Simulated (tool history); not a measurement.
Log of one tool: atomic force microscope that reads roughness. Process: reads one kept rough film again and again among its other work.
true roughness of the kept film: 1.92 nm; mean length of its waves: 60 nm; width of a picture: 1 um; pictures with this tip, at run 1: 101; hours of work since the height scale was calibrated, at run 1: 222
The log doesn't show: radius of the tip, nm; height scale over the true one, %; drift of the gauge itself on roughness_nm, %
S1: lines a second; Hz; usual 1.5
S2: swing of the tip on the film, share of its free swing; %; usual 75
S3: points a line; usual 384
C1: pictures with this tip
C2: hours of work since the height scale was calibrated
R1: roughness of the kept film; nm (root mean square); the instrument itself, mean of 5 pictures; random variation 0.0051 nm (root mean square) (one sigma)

run,hour,S1,S2,S3,C1,C2,R1
1,0,1.5,75,384,101,222,1.739
2,40.5,1.5,75,384,164,242,1.733
3,68.7,1.5,75,384,208,256,1.719
# hour 73.2: new tip fitted
4,95.2,0.61,75,384,34,269,1.832
5,134.3,0.61,75,384,95,289,1.821
6,164.3,1.5,75,699,142,304,1.729
# hour 211.1: new tip fitted
7,212.8,1.5,87,384,2,328,1.669
8,252.7,0.81,67,409,64,348,1.829
9,275.9,0.81,67,409,100,359,1.825
10,307.7,2.65,68,582,150,375,1.704
# hour 310.9: height scale calibrated on a step standard
11,335.8,2.65,68,292,192,12,1.694
# hour 350.5: new tip fitted
12,381.1,1.25,88,267,47,35,1.68
13,408.3,0.71,74,319,90,48,1.815
14,453.5,0.71,74,319,160,71,1.805

Some steps in R1 between neighbouring runs. How much of each would the tool show without its hidden state too (settings, what came in, random variation), and how much is left for the hidden state, with any gauge scatter that isn't in both results?
Run 3 -> 4: S1 1.5 -> 0.61, new tip fitted. R1 +0.113 nm (root mean square): hidden state +0.041, all else +0.072.
Run 7 -> 8: S1 1.5 -> 0.81, S2 87 -> 67, S3 384 -> 409. R1 +0.16 nm (root mean square): hidden state -0.016, all else +0.176.
